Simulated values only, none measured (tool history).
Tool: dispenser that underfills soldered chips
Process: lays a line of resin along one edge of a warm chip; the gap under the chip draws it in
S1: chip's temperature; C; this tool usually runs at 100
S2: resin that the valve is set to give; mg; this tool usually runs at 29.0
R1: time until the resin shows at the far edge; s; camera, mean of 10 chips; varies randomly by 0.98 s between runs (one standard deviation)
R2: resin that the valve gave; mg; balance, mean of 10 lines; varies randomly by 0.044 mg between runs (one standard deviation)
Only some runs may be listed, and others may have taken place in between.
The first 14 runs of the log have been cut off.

Run 15, hour 80.2: usual settings but S2 35.8 mg. Result: R1 121.1 s, R2 35.65 mg.
At hour 81.5: new syringe of resin.
Run 16, hour 86.4: usual settings but S2 35.8 mg. Result: R1 102.6 s, R2 35.58 mg.
Run 17, hour 90.8: usual settings. Result: R1 115.3 s, R2 28.74 mg.
At hour 92.8: new syringe of resin.
Run 18, hour 96.2: usual settings but S1 94 C. Result: R1 116.7 s, R2 28.76 mg.
Run 19, hour 102.5: usual settings but S1 99 C, S2 30.2 mg. Result: R1 121.4 s, R2 29.77 mg.
At hour 104.0: new syringe of resin.
Run 20, hour 107.5: usual settings but S1 94 C, S2 30.0 mg. Result: R1 118.5 s, R2 29.60 mg.
Run 21, hour 114.2: usual settings but S2 25.7 mg. Result: R1 120.2 s, R2 25.25 mg.
At hour 115.5: new syringe of resin.
Run 22, hour 118.3: usual settings but S1 99 C, S2 30.7 mg. Result: R1 100.4 s, R2 30.05 mg.
Run 23, hour 125.0: usual settings but S1 99 C, S2 30.7 mg. Result: R1 120.7 s, R2 30.03 mg.
At hour 126.8: new syringe of resin.
Run 24, hour 130.4: usual settings but S1 99 C, S2 30.7 mg. Result: R1 101.4 s, R2 30.00 mg.
Run 25, hour 134.0: usual settings but S1 114 C, S2 26.4 mg. Result: R1 76.2 s, R2 25.75 mg.
At hour 138.3: new syringe of resin.
Run 26, hour 140.2: usual settings but S1 114 C, S2 26.4 mg. Result: R1 66.7 s, R2 25.66 mg.
Run 27, hour 145.3: usual settings but S1 109 C, S2 32.0 mg. Result: R1 84.9 s, R2 31.08 mg.
At hour 149.5: new syringe of resin.
Run 28, hour 151.9: usual settings but S1 92 C, S2 31.2 mg. Result: R1 121.1 s, R2 30.24 mg.
At hour 156.7: dispensing valve cleaned and set on the balance.
Run 29, hour 156.8: usual settings but S1 92 C, S2 31.2 mg. Result: R1 129.0 s, R2 31.20 mg.
Run 30, hour 160.6: usual settings but S1 101 C, S2 25.2 mg. Result: R1 117.5 s, R2 25.16 mg.
At hour 161.8: new syringe of resin.
Run 31, hour 165.8: usual settings but S1 101 C, S2 25.2 mg. Result: R1 100.0 s, R2 25.11 mg.
Run 32, hour 172.5: usual settings but S2 37.4 mg. Result: R1 115.2 s, R2 37.18 mg.
At hour 173.3: new syringe of resin.
Run 33, hour 178.0: usual settings but S1 98 C, S2 34.5 mg. Result: R1 103.8 s, R2 34.17 mg.
At hour 185.0: new syringe of resin.
Run 34, hour 185.0: usual settings but S1 98 C, S2 34.5 mg. Result: R1 95.0 s, R2 34.09 mg.
Run 35, hour 188.1: usual settings but S1 88 C, S2 36.7 mg. Result: R1 134.8 s, R2 36.22 mg.

Forecast each of these 4 alternatives for the next run:
Run A, hour 195.0: usual settings but S1 89 C, S2 30.9 mg. Result: R1 ?, R2 ?.
Run B, hour 195.0: usual settings but S1 102 C. Result: R1 ?, R2 ?.
Run C, hour 195.0: usual settings but S1 89 C, S2 27.2 mg. Result: R1 ?, R2 ?.
Run D, hour 195.0: usual settings but S1 86 C. Result: R1 ?, R2 ?.

run     R1     R2
  A  159.9  30.41
  B  113.5  28.58
  C  159.7  26.81
  D  175.6  28.59
With no hidden state in the tool, these same runs would have given:
run     R1     R2
  A  127.3  30.86
  B   90.1  29.00
  C  126.9  27.21
  D  139.8  29.02

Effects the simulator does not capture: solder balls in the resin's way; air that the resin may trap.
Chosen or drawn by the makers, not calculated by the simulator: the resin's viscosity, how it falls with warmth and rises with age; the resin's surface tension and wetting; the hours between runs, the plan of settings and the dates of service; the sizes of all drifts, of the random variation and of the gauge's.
